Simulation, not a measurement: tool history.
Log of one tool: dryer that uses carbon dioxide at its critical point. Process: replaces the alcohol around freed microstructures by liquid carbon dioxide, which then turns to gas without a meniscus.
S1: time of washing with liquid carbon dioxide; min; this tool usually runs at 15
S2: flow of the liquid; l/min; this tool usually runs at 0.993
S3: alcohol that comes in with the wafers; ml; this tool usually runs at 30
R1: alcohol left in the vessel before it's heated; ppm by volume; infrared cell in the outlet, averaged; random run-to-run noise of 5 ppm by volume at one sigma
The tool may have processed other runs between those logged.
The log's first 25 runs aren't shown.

run 26 hour=636.6 | S1=10 S2=0.993 S3=51 | R1=457
-- hour=658.8 inlet filter changed
run 27 hour=664.8 | S1=15 S2=0.937 S3=43 | R1=86
run 28 hour=686.2 | S1=22 S2=0.993 S3=24 | R1=44
run 29 hour=716.3 | S1=22 S2=1.149 S3=24 | R1=56
run 30 hour=736.2 | S1=13 S2=1.475 S3=43 | R1=48
run 31 hour=768.8 | S1=13 S2=1.475 S3=43 | R1=50
run 32 hour=791.2 | S1=19 S2=1.214 S3=41 | R1=58
run 33 hour=815.5 | S1=15 S2=0.898 S3=30 | R1=99

Branching from run 33: 4 alternative next runs. What would each branch give?
run A hour=842.5 | S1=15 S2=0.993 S3=30 | R1=?
run B hour=842.5 | S1=10 S2=1.474 S3=54 | R1=?
run C hour=842.5 | S1=15 S2=0.898 S3=46 | R1=?
run D hour=842.5 | S1=9 S2=0.620 S3=105 | R1=?

run=A R1=83
run=B R1=109
run=C R1=127
run=D R1=4830
Take away the tool's hidden state, keep each run's random variation, and the runs would have read:
run=A R1=27
run=B R1=44
run=C R1=56
run=D R1=4082

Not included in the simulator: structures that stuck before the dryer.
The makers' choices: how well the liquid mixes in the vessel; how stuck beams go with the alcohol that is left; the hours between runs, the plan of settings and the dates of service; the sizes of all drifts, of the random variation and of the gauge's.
